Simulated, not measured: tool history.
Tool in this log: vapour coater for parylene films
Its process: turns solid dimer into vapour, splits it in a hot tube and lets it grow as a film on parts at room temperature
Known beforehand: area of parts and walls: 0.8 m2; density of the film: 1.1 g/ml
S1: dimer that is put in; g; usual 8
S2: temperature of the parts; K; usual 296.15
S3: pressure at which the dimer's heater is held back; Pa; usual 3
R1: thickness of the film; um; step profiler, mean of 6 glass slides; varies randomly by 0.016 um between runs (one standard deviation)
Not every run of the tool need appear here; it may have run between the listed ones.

run	hour	S1	S2	S3	R1
1	0	8	296.15	3	4.82
2	11.6	8	296.15	3	4.84
3	26.4	8	296.15	3	4.81
4	37.3	8	296.15	3	4.82
5	51.3	6	296.15	3	3.61
6	64	6	296.15	3	3.63
7	73.8	6	296.15	3	3.62
8	88.2	6	296.15	3	3.6
9	98.5	8	296.15	3	4.8
10	112.3	8	296.15	4.53	4.52
11	121.6	8	296.15	3	4.84
12	132	8	290.15	3	5.86
13	147.8	8	290.15	3	5.88
14	154.7	8	290.15	3	5.82
15	168.1	8	290.15	3	5.83
16	184.9	8	298.15	3	4.49
17	196.3	8	298.15	3	4.49
18	212.8	7	296.15	3	4.18
19	224.8	8	296.15	3	4.78

Run 20 comes next. What will it give?
20	237.1	10	296.15	3	?

{"run 20": {"R1": 5.95}}
Were there no unlogged condition in the tool, this run, its random variation unchanged, would have produced R1 6.15 um.

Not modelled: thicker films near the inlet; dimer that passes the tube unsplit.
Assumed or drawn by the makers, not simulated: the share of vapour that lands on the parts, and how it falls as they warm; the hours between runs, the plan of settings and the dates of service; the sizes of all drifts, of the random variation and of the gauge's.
